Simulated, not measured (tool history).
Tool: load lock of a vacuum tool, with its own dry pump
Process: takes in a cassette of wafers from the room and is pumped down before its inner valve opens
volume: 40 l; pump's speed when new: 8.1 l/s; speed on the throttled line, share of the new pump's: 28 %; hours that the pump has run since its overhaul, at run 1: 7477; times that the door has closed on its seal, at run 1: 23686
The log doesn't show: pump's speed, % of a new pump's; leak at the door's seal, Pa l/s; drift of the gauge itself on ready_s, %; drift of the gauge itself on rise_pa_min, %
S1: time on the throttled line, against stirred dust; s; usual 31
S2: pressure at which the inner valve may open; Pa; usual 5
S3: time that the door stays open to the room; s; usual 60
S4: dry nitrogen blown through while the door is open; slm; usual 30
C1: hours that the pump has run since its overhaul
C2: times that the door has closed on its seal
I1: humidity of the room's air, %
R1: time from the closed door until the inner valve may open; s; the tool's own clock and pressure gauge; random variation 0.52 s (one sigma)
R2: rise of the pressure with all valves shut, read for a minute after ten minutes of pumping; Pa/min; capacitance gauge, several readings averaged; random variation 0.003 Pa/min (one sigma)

Run 1, hour 0.0: usual settings; C1 7477; C2 23686; I1 45.6. Result: R1 77.0 s, R2 0.092 Pa/min.
Run 2, hour 310.2: usual settings; C1 7788; C2 24737; I1 40.6. Result: R1 77.1 s, R2 0.097 Pa/min.
Run 3, hour 582.2: usual settings; C1 8060; C2 25659; I1 46.0. Result: R1 78.4 s, R2 0.099 Pa/min.
Run 4, hour 765.3: usual settings; C1 8243; C2 26279; I1 48.3. Result: R1 78.5 s, R2 0.103 Pa/min.
Run 5, hour 1013.2: usual settings; C1 8491; C2 27120; I1 46.3. Result: R1 77.6 s, R2 0.114 Pa/min.
Run 6, hour 1198.5: usual settings; C1 8676; C2 27747; I1 45.7. Result: R1 78.0 s, R2 0.111 Pa/min.
Run 7, hour 1387.8: usual settings; C1 8865; C2 28389; I1 44.0. Result: R1 76.9 s, R2 0.113 Pa/min.
Run 8, hour 1674.9: usual settings; C1 9152; C2 29362; I1 47.9. Result: R1 77.7 s, R2 0.126 Pa/min.
Run 9, hour 1910.4: usual settings but S1 39 s; C1 9388; C2 30160; I1 42.9. Result: R1 83.3 s, R2 0.119 Pa/min.
Run 10, hour 2113.8: usual settings but S1 39 s; C1 9591; C2 30849; I1 44.9. Result: R1 84.1 s, R2 0.125 Pa/min.
Run 11, hour 2286.6: usual settings but S4 28 slm; C1 9764; C2 31435; I1 41.4. Result: R1 78.9 s, R2 0.125 Pa/min.
Run 12, hour 2464.2: usual settings but S4 28 slm; C1 9942; C2 32036; I1 44.6. Result: R1 79.6 s, R2 0.134 Pa/min.
Run 13, hour 2717.7: usual settings but S4 28 slm; C1 10195; C2 32895; I1 45.6. Result: R1 78.8 s, R2 0.135 Pa/min.
Run 14, hour 2927.5: usual settings but S4 28 slm; C1 10405; C2 33606; I1 45.4. Result: R1 79.3 s, R2 0.139 Pa/min.
Run 15, hour 3221.4: usual settings but S2 7 Pa; C1 10699; C2 34602; I1 48.4. Result: R1 78.0 s, R2 0.140 Pa/min.
Run 16, hour 3445.4: usual settings but S2 9 Pa; C1 10923; C2 35361; I1 45.9. Result: R1 75.9 s, R2 0.148 Pa/min.
Run 17, hour 3744.6: usual settings but S2 9 Pa; C1 11222; C2 36375; I1 45.0. Result: R1 75.9 s, R2 0.142 Pa/min.
Run 18, hour 4107.6: usual settings but S2 9 Pa; C1 11585; C2 37605; I1 43.7. Result: R1 76.1 s, R2 0.155 Pa/min.
Run 19, hour 4459.6: usual settings but S2 6 Pa, S3 81 s; C1 11937; C2 38798; I1 39.9. Result: R1 79.1 s, R2 0.168 Pa/min.
Run 20, hour 4663.7: usual settings but S1 35 s, S2 4 Pa; C1 12141; C2 39490; I1 46.1. Result: R1 84.3 s, R2 0.166 Pa/min.
At hour 4916.1: dry pump taken out, an overhauled one fitted.
Run 21, hour 5002.9: usual settings but S1 35 s, S2 4 Pa; C1 87; C2 40619; I1 44.2. Result: R1 75.8 s, R2 0.169 Pa/min.
Run 22, hour 5280.0: usual settings but S2 10 Pa, S4 13 slm; C1 364; C2 41558; I1 45.2. Result: R1 67.7 s, R2 0.195 Pa/min.
Run 23, hour 5636.6: usual settings but S1 19 s, S2 4 Pa, S3 29 s, S4 11 slm; C1 720; C2 42766; I1 43.2. Result: R1 64.9 s, R2 0.180 Pa/min.
Run 24, hour 5972.2: usual settings but S1 18 s, S2 7 Pa, S3 108 s, S4 16 slm; C1 1056; C2 43903; I1 43.6. Result: R1 61.8 s, R2 0.218 Pa/min.
Run 25, hour 6216.3: usual settings but S1 18 s, S3 108 s, S4 16 slm; C1 1300; C2 44731; I1 45.4. Result: R1 63.0 s, R2 0.230 Pa/min.
Run 26, hour 6452.3: usual settings but S1 53 s, S2 6 Pa, S3 56 s, S4 23 slm; C1 1536; C2 45530; I1 44.0. Result: R1 86.6 s, R2 0.194 Pa/min.
Run 27, hour 6689.0: usual settings but S1 53 s, S2 8 Pa, S3 99 s, S4 23 slm; C1 1773; C2 46333; I1 45.7. Result: R1 84.0 s, R2 0.230 Pa/min.
Run 28, hour 6991.8: usual settings but S1 30 s, S2 8 Pa, S3 108 s, S4 37 slm; C1 2076; C2 47359; I1 44.9. Result: R1 70.5 s, R2 0.220 Pa/min.
Run 29, hour 7352.5: usual settings but S1 30 s, S2 8 Pa, S3 108 s, S4 37 slm; C1 2436; C2 48581; I1 44.0. Result: R1 69.5 s, R2 0.235 Pa/min.
Run 30, hour 7509.8: usual settings but S3 44 s, S4 8 slm; C1 2594; C2 49114; I1 43.6. Result: R1 73.2 s, R2 0.235 Pa/min.
Run 31, hour 7858.5: usual settings but S3 44 s, S4 44 slm; C1 2942; C2 50296; I1 48.5. Result: R1 73.3 s, R2 0.223 Pa/min.
Run 32, hour 8141.1: usual settings but S3 117 s; C1 3225; C2 51253; I1 44.5. Result: R1 73.7 s, R2 0.255 Pa/min.
Run 33, hour 8308.9: usual settings but S1 25 s, S4 22 slm; C1 3393; C2 51822; I1 45.2. Result: R1 69.1 s, R2 0.241 Pa/min.
At hour 8457.2: door's seal changed, seat wiped.
Run 34, hour 8573.5: usual settings but S1 21 s, S2 9 Pa, S3 29 s; C1 3656; C2 395; I1 43.1. Result: R1 63.4 s, R2 0.033 Pa/min.
Run 35, hour 8749.7: usual settings but S1 43 s, S2 6 Pa; C1 3832; C2 991; I1 42.4. Result: R1 81.9 s, R2 0.042 Pa/min.
Run 36, hour 8956.0: usual settings but S3 130 s, S4 5 slm; C1 4038; C2 1690; I1 47.9. Result: R1 73.8 s, R2 0.119 Pa/min.

How the hidden state differs across the entries between the runs, from the last listed run before each to the first after it:
Between runs 20 and 21: dry pump taken out, an overhauled one fitted (hour 4916.1)
  pump's speed, % of a new pump's: 82.5 -> 100; leak at the door's seal, Pa l/s: 0.0833 -> 0.0871
  measured less the result without the state, R1: +8.9 -> +0.0 s; R2: +0.122 -> +0.127 Pa/min
Between runs 33 and 34: door's seal changed, seat wiped (hour 8457.2)
  pump's speed, % of a new pump's: 95.4 -> 95; leak at the door's seal, Pa l/s: 0.1313 -> 0.0021
  measured less the result without the state, R1: +2.1 -> +2.1 s; R2: +0.190 -> +0.000 Pa/min

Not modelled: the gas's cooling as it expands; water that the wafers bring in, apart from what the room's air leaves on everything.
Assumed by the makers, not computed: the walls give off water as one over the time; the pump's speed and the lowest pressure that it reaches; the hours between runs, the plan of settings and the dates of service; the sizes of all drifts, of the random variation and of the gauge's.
